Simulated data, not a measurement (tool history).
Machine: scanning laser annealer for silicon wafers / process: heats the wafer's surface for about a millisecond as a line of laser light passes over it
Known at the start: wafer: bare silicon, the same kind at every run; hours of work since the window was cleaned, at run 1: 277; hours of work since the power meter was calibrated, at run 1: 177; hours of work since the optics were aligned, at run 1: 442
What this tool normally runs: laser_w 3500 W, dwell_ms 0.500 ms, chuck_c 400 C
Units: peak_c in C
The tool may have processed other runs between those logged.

run	hour	laser_w	dwell_ms	chuck_c	hours of work since the window was cleaned	hours of work since the power meter was calibrated	hours of work since the optics were aligned	peak_c
1	0.0	3500	0.500	400	277	177	442	1173
2	5.6	3500	0.500	400	280	179	445	1174
3	13.6	3500	0.500	403	284	183	448	1175
4	18.9	3500	0.500	403	286	186	451	1176
5	25.7	3500	0.500	400	290	189	454	1173
6	34.7	3500	0.500	400	294	193	459	1171
7	45.2	3500	0.500	400	299	198	464	1173
8	54.7	3715	0.500	400	304	203	468	1217
9	59.4	3715	0.500	400	306	205	470	1220
10	69.4	3500	0.593	400	311	210	475	1247
11	78.9	3500	0.593	400	315	215	480	1243
12	83.3	3500	0.500	437	317	217	482	1208
13	88.7	3500	0.500	437	320	219	484	1209
# hour 94.7: optics aligned, line set to its width
14	104.1	3500	0.500	437	325	224	5	1208
15	109.6	3500	0.500	437	328	227	7	1206
16	118.4	3500	0.500	400	332	231	11	1169
17	123.9	3500	0.500	400	334	234	14	1164
18	129.9	3500	0.500	400	337	237	17	1168
19	137.5	3500	0.500	400	341	240	21	1166
# hour 143.0: optics aligned, line set to its width, once more
20	151.6	3500	0.500	400	345	245	4	1171
21	162.1	3500	0.500	400	350	250	9	1176
22	167.5	3309	0.500	400	353	252	12	1134
23	172.9	3500	0.351	401	355	255	14	1036
24	183.4	3838	0.351	401	361	260	19	1105
25	192.3	3738	0.426	412	365	264	24	1170
26	200.0	3676	0.372	412	368	268	27	1103
27	204.5	3676	0.372	412	371	270	29	1103
28	209.7	3511	0.487	367	373	272	32	1131
29	215.9	3381	0.487	367	376	275	35	1104
30	226.3	3381	0.487	367	381	280	40	1106
31	232.9	3381	0.487	367	384	284	43	1104
32	240.8	3381	0.487	367	388	287	47	1102
33	250.1	3495	0.422	411	393	292	51	1116
34	258.6	3103	0.407	411	397	296	55	1027
35	263.7	3356	0.500	412	399	298	58	1156
36	273.0	3296	0.606	369	404	303	62	1177
37	283.5	3296	0.606	369	409	308	67	1175
38	290.8	3500	0.486	376	412	311	71	1135
39	299.2	3500	0.608	376	416	315	75	1236
40	306.1	3500	0.500	371	419	319	78	1143

For each entry between runs, how does the tool's hidden state at the last listed run before it compare with that at the first listed run after it?
Between runs 13 and 14: optics aligned, line set to its width (hour 94.7)
  light that passes the window, % of a clean one's: 98.15 -> 98.12; width of the line over the set one, %: 1.9 -> 2.58
  measured less the result without the state, peak_c: -19 -> -22 C
Between runs 19 and 20: optics aligned, line set to its width, once more (hour 143.0)
  light that passes the window, % of a clean one's: 98.04 -> 98.02; width of the line over the set one, %: 2.64 -> 0.12
  measured less the result without the state, peak_c: -23 -> -15 C
